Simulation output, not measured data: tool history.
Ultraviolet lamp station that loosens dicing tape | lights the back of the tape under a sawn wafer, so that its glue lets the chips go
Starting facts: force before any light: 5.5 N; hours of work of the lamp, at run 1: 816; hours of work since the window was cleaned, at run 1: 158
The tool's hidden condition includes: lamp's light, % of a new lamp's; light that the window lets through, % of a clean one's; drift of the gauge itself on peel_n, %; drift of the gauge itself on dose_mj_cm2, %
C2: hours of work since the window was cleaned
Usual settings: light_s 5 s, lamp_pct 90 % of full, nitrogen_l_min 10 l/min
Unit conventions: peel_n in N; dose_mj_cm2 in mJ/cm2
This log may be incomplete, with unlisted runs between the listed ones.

{"run": 1, "hour": 0.0, "light_s": 5, "lamp_pct": 90, "nitrogen_l_min": 10, "hours of work of the lamp": 816, "C2": 158, "peel_n": 0.892, "dose_mj_cm2": 259}
{"run": 2, "hour": 79.5, "light_s": 5, "lamp_pct": 90, "nitrogen_l_min": 10, "hours of work of the lamp": 875, "C2": 217, "peel_n": 1.043, "dose_mj_cm2": 244}
{"hour": 87.8, "done": "window cleaned of glue's vapour"}
{"run": 3, "hour": 130.7, "light_s": 5, "lamp_pct": 90, "nitrogen_l_min": 10, "hours of work of the lamp": 912, "C2": 32, "peel_n": 1.327, "dose_mj_cm2": 206}
{"run": 4, "hour": 211.1, "light_s": 5, "lamp_pct": 90, "nitrogen_l_min": 10, "hours of work of the lamp": 972, "C2": 91, "peel_n": 1.427, "dose_mj_cm2": 189}
{"hour": 247.7, "done": "window cleaned of glue's vapour, once more"}
{"run": 5, "hour": 285.8, "light_s": 5, "lamp_pct": 90, "nitrogen_l_min": 10, "hours of work of the lamp": 1027, "C2": 28, "peel_n": 0.883, "dose_mj_cm2": 271}
{"run": 6, "hour": 348.2, "light_s": 5, "lamp_pct": 90, "nitrogen_l_min": 10, "hours of work of the lamp": 1073, "C2": 74, "peel_n": 0.984, "dose_mj_cm2": 254}
{"run": 7, "hour": 388.5, "light_s": 5, "lamp_pct": 90, "nitrogen_l_min": 10, "hours of work of the lamp": 1103, "C2": 104, "peel_n": 1.031, "dose_mj_cm2": 240}
{"hour": 415.7, "done": "lamp changed"}
{"run": 8, "hour": 456.5, "light_s": 5, "lamp_pct": 90, "nitrogen_l_min": 7, "hours of work of the lamp": 30, "C2": 154, "peel_n": 0.701, "dose_mj_cm2": 327}
{"run": 9, "hour": 496.4, "light_s": 5, "lamp_pct": 90, "nitrogen_l_min": 10, "hours of work of the lamp": 60, "C2": 184, "peel_n": 0.648, "dose_mj_cm2": 318}
{"hour": 546.6, "done": "window cleaned of glue's vapour"}
{"run": 10, "hour": 587.6, "light_s": 5, "lamp_pct": 90, "nitrogen_l_min": 8, "hours of work of the lamp": 127, "C2": 30, "peel_n": 0.617, "dose_mj_cm2": 350}
{"run": 11, "hour": 651.9, "light_s": 5, "lamp_pct": 90, "nitrogen_l_min": 8, "hours of work of the lamp": 175, "C2": 78, "peel_n": 0.66, "dose_mj_cm2": 335}
{"run": 12, "hour": 721.2, "light_s": 5, "lamp_pct": 90, "nitrogen_l_min": 8, "hours of work of the lamp": 226, "C2": 129, "peel_n": 0.717, "dose_mj_cm2": 318}
{"run": 13, "hour": 769.3, "light_s": 4, "lamp_pct": 90, "nitrogen_l_min": 8, "hours of work of the lamp": 262, "C2": 165, "peel_n": 1.072, "dose_mj_cm2": 247}
{"run": 14, "hour": 825.2, "light_s": 5, "lamp_pct": 82, "nitrogen_l_min": 10, "hours of work of the lamp": 303, "C2": 206, "peel_n": 0.902, "dose_mj_cm2": 264}
{"hour": 843.7, "done": "window cleaned of glue's vapour"}
{"run": 15, "hour": 911.0, "light_s": 5, "lamp_pct": 82, "nitrogen_l_min": 10, "hours of work of the lamp": 366, "C2": 50, "peel_n": 0.756, "dose_mj_cm2": 293}
{"run": 16, "hour": 1002.6, "light_s": 5, "lamp_pct": 82, "nitrogen_l_min": 10, "hours of work of the lamp": 434, "C2": 118, "peel_n": 0.832, "dose_mj_cm2": 275}
{"run": 17, "hour": 1072.0, "light_s": 5, "lamp_pct": 82, "nitrogen_l_min": 10, "hours of work of the lamp": 486, "C2": 169, "peel_n": 0.974, "dose_mj_cm2": 260}
{"run": 18, "hour": 1112.4, "light_s": 5, "lamp_pct": 99, "nitrogen_l_min": 9, "hours of work of the lamp": 516, "C2": 199, "peel_n": 0.752, "dose_mj_cm2": 298}
{"hour": 1143.2, "done": "window cleaned of glue's vapour"}
{"run": 19, "hour": 1189.9, "light_s": 5, "lamp_pct": 99, "nitrogen_l_min": 9, "hours of work of the lamp": 573, "C2": 35, "peel_n": 0.624, "dose_mj_cm2": 337}
{"run": 20, "hour": 1235.5, "light_s": 5, "lamp_pct": 80, "nitrogen_l_min": 9, "hours of work of the lamp": 606, "C2": 68, "peel_n": 0.96, "dose_mj_cm2": 259}
{"run": 21, "hour": 1286.6, "light_s": 5, "lamp_pct": 90, "nitrogen_l_min": 7, "hours of work of the lamp": 644, "C2": 106, "peel_n": 0.904, "dose_mj_cm2": 285}
{"run": 22, "hour": 1333.3, "light_s": 5, "lamp_pct": 90, "nitrogen_l_min": 7, "hours of work of the lamp": 679, "C2": 141, "peel_n": 1.007, "dose_mj_cm2": 271}
{"run": 23, "hour": 1376.3, "light_s": 5, "lamp_pct": 90, "nitrogen_l_min": 7, "hours of work of the lamp": 711, "C2": 173, "peel_n": 1.049, "dose_mj_cm2": 261}
{"run": 24, "hour": 1431.2, "light_s": 3, "lamp_pct": 83, "nitrogen_l_min": 7, "hours of work of the lamp": 751, "C2": 213, "peel_n": 2.164, "dose_mj_cm2": 139}
{"hour": 1439.7, "done": "window cleaned of glue's vapour"}
{"run": 25, "hour": 1475.0, "light_s": 5, "lamp_pct": 63, "nitrogen_l_min": 10, "hours of work of the lamp": 783, "C2": 26, "peel_n": 1.33, "dose_mj_cm2": 199}
{"run": 26, "hour": 1549.2, "light_s": 4, "lamp_pct": 89, "nitrogen_l_min": 13, "hours of work of the lamp": 838, "C2": 81, "peel_n": 1.181, "dose_mj_cm2": 213}
{"run": 27, "hour": 1634.0, "light_s": 6, "lamp_pct": 89, "nitrogen_l_min": 11, "hours of work of the lamp": 901, "C2": 144, "peel_n": 0.731, "dose_mj_cm2": 295}

What if the next run were any one of these 5? Each begins from the tool's condition after run 27:
{"run": "A", "hour": 1725.5, "light_s": 4, "lamp_pct": 73, "nitrogen_l_min": 11, "hours of work of the lamp": 969, "C2": 212, "peel_n": "?", "dose_mj_cm2": "?"}
{"run": "B", "hour": 1725.5, "light_s": 7, "lamp_pct": 89, "nitrogen_l_min": 10, "hours of work of the lamp": 969, "C2": 212, "peel_n": "?", "dose_mj_cm2": "?"}
{"run": "C", "hour": 1725.5, "light_s": 7, "lamp_pct": 89, "nitrogen_l_min": 11, "hours of work of the lamp": 969, "C2": 212, "peel_n": "?", "dose_mj_cm2": "?"}
{"run": "D", "hour": 1725.5, "light_s": 4, "lamp_pct": 90, "nitrogen_l_min": 8, "hours of work of the lamp": 969, "C2": 212, "peel_n": "?", "dose_mj_cm2": "?"}
{"run": "E", "hour": 1725.5, "light_s": 6, "lamp_pct": 91, "nitrogen_l_min": 11, "hours of work of the lamp": 969, "C2": 212, "peel_n": "?", "dose_mj_cm2": "?"}

run=A peel_n=1.902 dose_mj_cm2=148
run=B peel_n=0.654 dose_mj_cm2=318
run=C peel_n=0.642 dose_mj_cm2=318
run=D peel_n=1.599 dose_mj_cm2=184
run=E peel_n=0.799 dose_mj_cm2=284
Had the tool no hidden state, the same runs would have come out as:
run=A peel_n=0.971 dose_mj_cm2=248
run=B peel_n=0.259 dose_mj_cm2=532
run=C peel_n=0.251 dose_mj_cm2=531
run=D peel_n=0.750 dose_mj_cm2=308
run=E peel_n=0.311 dose_mj_cm2=472

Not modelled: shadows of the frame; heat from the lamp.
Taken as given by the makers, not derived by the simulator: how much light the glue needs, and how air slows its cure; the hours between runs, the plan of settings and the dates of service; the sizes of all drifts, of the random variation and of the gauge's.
